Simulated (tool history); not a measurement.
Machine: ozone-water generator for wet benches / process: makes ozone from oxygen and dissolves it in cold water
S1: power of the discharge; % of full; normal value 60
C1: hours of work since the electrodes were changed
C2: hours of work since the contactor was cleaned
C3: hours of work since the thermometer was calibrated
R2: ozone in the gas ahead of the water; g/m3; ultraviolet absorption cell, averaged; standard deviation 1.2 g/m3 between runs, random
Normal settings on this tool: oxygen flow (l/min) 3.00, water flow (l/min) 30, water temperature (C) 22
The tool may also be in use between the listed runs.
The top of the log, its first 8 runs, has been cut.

{"run": 9, "hour": 1419.9, "S1": 60, "oxygen flow (l/min)": 3.0, "water flow (l/min)": 30, "water temperature (C)": 22, "C1": 4746, "C2": 1509, "C3": 458, "dissolved ozone (ppm)": 9.3, "R2": 193.1}
{"run": 10, "hour": 1516.4, "S1": 60, "oxygen flow (l/min)": 3.0, "water flow (l/min)": 30, "water temperature (C)": 22, "C1": 4814, "C2": 1577, "C3": 526, "dissolved ozone (ppm)": 9.1, "R2": 193.2}
{"run": 11, "hour": 1705.6, "S1": 60, "oxygen flow (l/min)": 3.0, "water flow (l/min)": 30, "water temperature (C)": 22, "C1": 4948, "C2": 1711, "C3": 660, "dissolved ozone (ppm)": 8.9, "R2": 188.7}
{"run": 12, "hour": 1913.7, "S1": 60, "oxygen flow (l/min)": 3.0, "water flow (l/min)": 30, "water temperature (C)": 22, "C1": 5095, "C2": 1858, "C3": 807, "dissolved ozone (ppm)": 9.0, "R2": 189.5}
{"run": 13, "hour": 2137.9, "S1": 60, "oxygen flow (l/min)": 3.0, "water flow (l/min)": 30, "water temperature (C)": 22, "C1": 5254, "C2": 2017, "C3": 965, "dissolved ozone (ppm)": 9.0, "R2": 189.2}
{"run": 14, "hour": 2258.5, "S1": 60, "oxygen flow (l/min)": 3.0, "water flow (l/min)": 30, "water temperature (C)": 22, "C1": 5339, "C2": 2102, "C3": 1051, "dissolved ozone (ppm)": 8.9, "R2": 185.6}
{"run": 15, "hour": 2494.1, "S1": 60, "oxygen flow (l/min)": 3.0, "water flow (l/min)": 30, "water temperature (C)": 22, "C1": 5506, "C2": 2269, "C3": 1217, "dissolved ozone (ppm)": 9.1, "R2": 190.5}
{"run": 16, "hour": 2694.4, "S1": 60, "oxygen flow (l/min)": 2.01, "water flow (l/min)": 30, "water temperature (C)": 22, "C1": 5647, "C2": 2410, "C3": 1359, "dissolved ozone (ppm)": 8.0, "R2": 234.0}
{"run": 17, "hour": 2824.3, "S1": 51, "oxygen flow (l/min)": 1.97, "water flow (l/min)": 39, "water temperature (C)": 29, "C1": 5739, "C2": 2502, "C3": 1451, "dissolved ozone (ppm)": 5.4, "R2": 218.2}
{"run": 18, "hour": 3042.6, "S1": 51, "oxygen flow (l/min)": 1.97, "water flow (l/min)": 18, "water temperature (C)": 20, "C1": 5893, "C2": 2656, "C3": 1605, "dissolved ozone (ppm)": 12.8, "R2": 219.8}
{"run": 19, "hour": 3205.0, "S1": 60, "oxygen flow (l/min)": 3.0, "water flow (l/min)": 43, "water temperature (C)": 22, "C1": 6008, "C2": 2771, "C3": 1720, "dissolved ozone (ppm)": 6.1, "R2": 186.6}
{"run": 20, "hour": 3413.6, "S1": 77, "oxygen flow (l/min)": 3.0, "water flow (l/min)": 30, "water temperature (C)": 16, "C1": 6156, "C2": 2919, "C3": 1867, "dissolved ozone (ppm)": 10.0, "R2": 207.2}
{"run": 21, "hour": 3615.9, "S1": 87, "oxygen flow (l/min)": 3.0, "water flow (l/min)": 30, "water temperature (C)": 22, "C1": 6299, "C2": 3062, "C3": 2010, "dissolved ozone (ppm)": 10.2, "R2": 219.6}
{"run": 22, "hour": 3832.5, "S1": 80, "oxygen flow (l/min)": 2.12, "water flow (l/min)": 30, "water temperature (C)": 22, "C1": 6452, "C2": 3215, "C3": 2163, "dissolved ozone (ppm)": 9.2, "R2": 253.0}
{"hour": 3960.6, "done": "electrodes of the discharge changed"}
{"run": 23, "hour": 4009.1, "S1": 41, "oxygen flow (l/min)": 3.0, "water flow (l/min)": 30, "water temperature (C)": 15, "C1": 34, "C2": 3335, "C3": 2284, "dissolved ozone (ppm)": 8.5, "R2": 173.6}
{"run": 24, "hour": 4119.1, "S1": 91, "oxygen flow (l/min)": 3.0, "water flow (l/min)": 36, "water temperature (C)": 22, "C1": 112, "C2": 3413, "C3": 2362, "dissolved ozone (ppm)": 10.0, "R2": 259.8}
{"run": 25, "hour": 4216.3, "S1": 91, "oxygen flow (l/min)": 3.0, "water flow (l/min)": 36, "water temperature (C)": 22, "C1": 181, "C2": 3482, "C3": 2430, "dissolved ozone (ppm)": 10.2, "R2": 259.5}
{"run": 26, "hour": 4322.7, "S1": 72, "oxygen flow (l/min)": 2.7, "water flow (l/min)": 21, "water temperature (C)": 16, "C1": 256, "C2": 3557, "C3": 2506, "dissolved ozone (ppm)": 15.7, "R2": 242.9}
{"run": 27, "hour": 4472.6, "S1": 72, "oxygen flow (l/min)": 2.7, "water flow (l/min)": 21, "water temperature (C)": 16, "C1": 362, "C2": 3663, "C3": 2612, "dissolved ozone (ppm)": 15.6, "R2": 240.7}
{"run": 28, "hour": 4577.5, "S1": 72, "oxygen flow (l/min)": 2.7, "water flow (l/min)": 21, "water temperature (C)": 16, "C1": 436, "C2": 3737, "C3": 2686, "dissolved ozone (ppm)": 15.6, "R2": 239.2}
{"run": 29, "hour": 4785.1, "S1": 81, "oxygen flow (l/min)": 4.99, "water flow (l/min)": 44, "water temperature (C)": 15, "C1": 583, "C2": 3884, "C3": 2833, "dissolved ozone (ppm)": 8.9, "R2": 183.3}
{"run": 30, "hour": 4946.0, "S1": 87, "oxygen flow (l/min)": 4.99, "water flow (l/min)": 44, "water temperature (C)": 15, "C1": 697, "C2": 3998, "C3": 2946, "dissolved ozone (ppm)": 9.0, "R2": 189.8}
{"run": 31, "hour": 5109.5, "S1": 60, "oxygen flow (l/min)": 4.99, "water flow (l/min)": 32, "water temperature (C)": 23, "C1": 812, "C2": 4113, "C3": 3062, "dissolved ozone (ppm)": 9.5, "R2": 157.3}

The next listed run, before its measurement:
{"run": 32, "hour": 5345.6, "S1": 74, "oxygen flow (l/min)": 1.95, "water flow (l/min)": 32, "water temperature (C)": 23, "C1": 979, "C2": 4280, "C3": 3229, "dissolved ozone (ppm)": "?", "R2": "?"}

{"run 32": {"dissolved ozone (ppm)": 8.8, "R2": 289.9}}
Minus the tool's unlogged condition, the same run would have read dissolved ozone (ppm) 9.7, R2 296.0 g/m3.

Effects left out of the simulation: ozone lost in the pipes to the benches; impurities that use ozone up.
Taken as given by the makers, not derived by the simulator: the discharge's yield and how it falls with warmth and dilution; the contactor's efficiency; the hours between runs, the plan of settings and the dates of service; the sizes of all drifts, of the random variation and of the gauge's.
